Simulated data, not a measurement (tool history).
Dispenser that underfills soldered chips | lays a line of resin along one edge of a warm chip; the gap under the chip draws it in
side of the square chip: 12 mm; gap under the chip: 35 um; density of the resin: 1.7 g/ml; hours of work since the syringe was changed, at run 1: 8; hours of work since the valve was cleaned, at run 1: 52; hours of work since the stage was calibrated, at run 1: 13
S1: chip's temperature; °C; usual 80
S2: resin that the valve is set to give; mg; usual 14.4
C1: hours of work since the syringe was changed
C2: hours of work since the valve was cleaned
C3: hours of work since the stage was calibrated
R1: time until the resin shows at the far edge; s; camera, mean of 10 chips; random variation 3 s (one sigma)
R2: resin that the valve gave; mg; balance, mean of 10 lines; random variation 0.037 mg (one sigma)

run,hour,S1,S2,C1,C2,C3,R1,R2
1,0,80,14.4,8,52,13,563.5,13.86
# hour 2.6: new syringe of resin
2,6,80,13.5,2,56,17,360.5,13.02
3,15.4,80,13.5,9,62,23,591.9,12.88
# hour 16.7: new syringe of resin
# hour 24.9: dispensing valve cleaned and set on the balance
4,25.4,80,14.4,5,0,29,439,14.41
# hour 31.4: new syringe of resin
5,33.8,80,14.4,2,6,35,333.1,14.36
6,42,71,14.4,7,12,41,808.9,14.34
# hour 45.6: new syringe of resin
7,49.5,71,16.4,3,17,46,559.2,16.24
8,57.5,71,12.9,8,22,52,885.4,12.77
# hour 59.9: new syringe of resin
9,63.3,89,14.4,2,26,55,224.9,14.2
10,69.8,89,14.4,7,31,60,316.4,14.1
# hour 73.7: new syringe of resin
11,80.6,89,14.4,5,38,67,273.4,14.03
12,86.1,80,14.4,9,42,71,574.2,13.99
# hour 87.4: new syringe of resin
13,96.8,80,14.4,7,49,78,481,13.9
# hour 101.6: new syringe of resin
14,101.6,80,12.3,0,52,82,298.6,11.85
15,111.8,80,15.5,7,60,89,494.1,14.88
# hour 116.1: new syringe of resin
16,118.1,80,15.5,1,64,93,322.4,14.83
# hour 124.7: dispensing valve cleaned and set on the balance
17,124.7,80,15.5,5,0,97,431.8,15.53
# hour 131.2: new syringe of resin
18,135.9,86,14.4,3,8,105,273.1,14.39
# hour 145.2: new syringe of resin
19,146,86,14.4,1,14,111,217.9,14.27
20,150.9,93,17.3,4,18,115,204.9,17.11
# hour 159.2: new syringe of resin
21,160,73,17.3,1,24,121,425,17.03
22,166.4,82,12.4,5,29,125,389.5,12.16
23,172,71,12.3,9,33,129,926.2,12.03
# hour 173: new syringe of resin
24,181.4,67,17,6,39,136,863,16.58
# hour 186.9: new syringe of resin
25,190.6,83,17,3,45,142,299.3,16.5
26,195.1,94,17.3,6,48,145,226.1,16.83
# hour 201.1: new syringe of resin
27,206.5,94,17.3,4,56,153,193.3,16.67
# hour 215: new syringe of resin
28,215,92,17.3,0,62,159,157.3,16.63
# hour 224.4: dispensing valve cleaned and set on the balance
29,226.3,71,14.4,7,1,166,778,14.34
# hour 230.2: new syringe of resin
30,237.2,69,14.1,5,9,173,723.6,14.06
# hour 244.8: new syringe of resin
31,245.8,93,17.4,1,15,179,159.5,17.21
32,255.5,93,17.4,8,21,186,266.9,17.14
# hour 259.1: new syringe of resin
33,260.9,93,13.2,1,25,189,169.7,12.95
34,271.5,73,13.2,9,32,197,793.2,12.94

4 ways to go on from here, each from the tool as it stands after run 34. What would each give?
# hour 273.1: new syringe of resin
A,281.4,81,18.4,6,39,204,?,?
# hour 273.1: new syringe of resin
B,281.4,71,12.8,6,39,204,?,?
# hour 273.1: new syringe of resin
C,281.4,67,13.2,6,39,204,?,?
# hour 273.1: new syringe of resin
D,281.4,74,14.1,6,39,204,?,?

run,R1,R2
A,424.2,17.92
B,714.6,12.49
C,860.9,12.83
D,606,13.71
Without the tool's hidden state the same runs would have given:
run,R1,R2
A,281.9,18.44
B,474.7,12.85
C,573.1,13.2
D,402.8,14.11
